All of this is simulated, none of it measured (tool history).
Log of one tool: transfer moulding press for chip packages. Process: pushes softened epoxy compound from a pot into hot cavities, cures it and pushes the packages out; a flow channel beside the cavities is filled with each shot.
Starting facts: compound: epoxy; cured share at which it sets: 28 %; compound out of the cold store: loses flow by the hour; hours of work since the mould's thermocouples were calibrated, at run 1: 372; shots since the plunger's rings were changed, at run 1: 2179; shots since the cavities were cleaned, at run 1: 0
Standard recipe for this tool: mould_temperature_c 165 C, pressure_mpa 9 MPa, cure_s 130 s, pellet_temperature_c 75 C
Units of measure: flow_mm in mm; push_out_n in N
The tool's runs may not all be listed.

| run | hour | mould_temperature_c | pressure_mpa | cure_s | pellet_temperature_c | hours of work since the mould's thermocouples were calibrated | shots since the plunger's rings were changed | shots since the cavities were cleaned | incoming compound's hours out of the cold store | flow_mm | push_out_n |
|---|---|---|---|---|---|---|---|---|---|---|---|
| 1 | 0 | 165 | 9 | 130 | 75 | 372 | 2179 | 0 | 43.8 | 684 | 282 |
| 2 | 10.1 | 165 | 9 | 130 | 75 | 378 | 2263 | 84 | 35.9 | 726 | 272 |
| 3 | 29.9 | 165 | 9 | 130 | 75 | 390 | 2427 | 248 | 47.9 | 666 | 280 |
| 4 | 42.2 | 165 | 9 | 130 | 75 | 398 | 2529 | 350 | 26.2 | 787 | 280 |
| 5 | 51.5 | 165 | 9.6 | 130 | 75 | 403 | 2606 | 427 | 27.7 | 814 | 287 |
| 6 | 65.1 | 159 | 9 | 130 | 75 | 412 | 2718 | 539 | 25.6 | 822 | 399 |
|  | 77.8 | cavities cleaned with cleaning compound and waxed |
| 7 | 85.3 | 159 | 9 | 130 | 73 | 423 | 2874 | 63 | 16.3 | 868 | 419 |
| 8 | 104 | 159 | 9 | 130 | 79 | 435 | 3029 | 218 | 34 | 778 | 389 |
| 9 | 117.6 | 159 | 9 | 130 | 79 | 443 | 3141 | 330 | 46.5 | 688 | 361 |
| 10 | 126.9 | 165 | 8.23 | 130 | 75 | 449 | 3218 | 407 | 25.1 | 757 | 297 |
| 11 | 138 | 165 | 8.23 | 143 | 75 | 456 | 3310 | 499 | 12.2 | 845 | 262 |
|  | 155.1 | cavities cleaned with cleaning compound and waxed |
|  | 160.9 | plunger's sealing rings changed |
| 12 | 162.9 | 165 | 9 | 130 | 75 | 468 | 17 | 45 | 39.6 | 711 | 269 |
| 13 | 180.8 | 165 | 9 | 130 | 75 | 479 | 165 | 193 | 36.9 | 733 | 278 |
| 14 | 193.2 | 166 | 9 | 130 | 75 | 487 | 267 | 295 | 22.6 | 808 | 278 |
| 15 | 205.2 | 168 | 7.42 | 163 | 84 | 494 | 367 | 395 | 42.1 | 631 | 231 |
| 16 | 219.2 | 168 | 7.42 | 163 | 84 | 503 | 483 | 511 | 13.7 | 774 | 242 |
| 17 | 228.8 | 164 | 9 | 166 | 67 | 509 | 563 | 591 | 35.9 | 743 | 248 |
|  | 236 | cavities cleaned with cleaning compound and waxed |
| 18 | 251.2 | 161 | 9 | 166 | 68 | 522 | 736 | 126 | 29.4 | 795 | 250 |
| 19 | 270.5 | 161 | 9 | 160 | 68 | 534 | 895 | 285 | 12.6 | 886 | 274 |
| 20 | 286.1 | 161 | 9 | 160 | 68 | 543 | 1024 | 414 | 47.2 | 690 | 260 |
| 21 | 297.5 | 161 | 9 | 145 | 75 | 550 | 1119 | 509 | 12.1 | 897 | 318 |
| 22 | 311 | 166 | 9 | 145 | 75 | 559 | 1231 | 621 | 35.1 | 735 | 242 |
|  | 314.2 | cavities cleaned with cleaning compound and waxed |
| 23 | 323.5 | 165 | 9 | 129 | 78 | 565 | 1322 | 77 | 34.5 | 734 | 281 |
| 24 | 336 | 165 | 9 | 129 | 78 | 573 | 1426 | 181 | 15 | 858 | 283 |
| 25 | 347.9 | 161 | 9.45 | 120 | 74 | 580 | 1524 | 279 | 30.6 | 801 | 393 |
| 26 | 367.2 | 169 | 7.27 | 153 | 69 | 592 | 1685 | 440 | 20.8 | 726 | 234 |
| 27 | 388.7 | 160 | 7.32 | 148 | 72 | 606 | 1862 | 617 | 11.9 | 823 | 319 |

4 ways to go on from here, each from the tool as it stands after run 27. What would each give?
|  | 392.9 | cavities cleaned with cleaning compound and waxed |
| A | 408 | 165 | 9 | 134 | 85 | 617 | 2010 | 125 | 17.1 | ? | ? |
|  | 392.9 | cavities cleaned with cleaning compound and waxed |
| B | 408 | 165 | 9.78 | 113 | 79 | 617 | 2010 | 125 | 35.9 | ? | ? |
|  | 392.9 | cavities cleaned with cleaning compound and waxed |
| C | 408 | 167 | 7.32 | 148 | 72 | 617 | 2010 | 125 | 40.3 | ? | ? |
|  | 392.9 | cavities cleaned with cleaning compound and waxed |
| D | 408 | 167 | 9 | 130 | 75 | 617 | 2010 | 125 | 8 | ? | ? |

| run | flow_mm | push_out_n |
|---|---|---|
| A | 844 | 274 |
| B | 763 | 334 |
| C | 642 | 249 |
| D | 913 | 269 |
Without the tool's hidden state the same runs would have given:
| run | flow_mm | push_out_n |
|---|---|---|
| A | 844 | 273 |
| B | 763 | 334 |
| C | 642 | 249 |
| D | 913 | 269 |

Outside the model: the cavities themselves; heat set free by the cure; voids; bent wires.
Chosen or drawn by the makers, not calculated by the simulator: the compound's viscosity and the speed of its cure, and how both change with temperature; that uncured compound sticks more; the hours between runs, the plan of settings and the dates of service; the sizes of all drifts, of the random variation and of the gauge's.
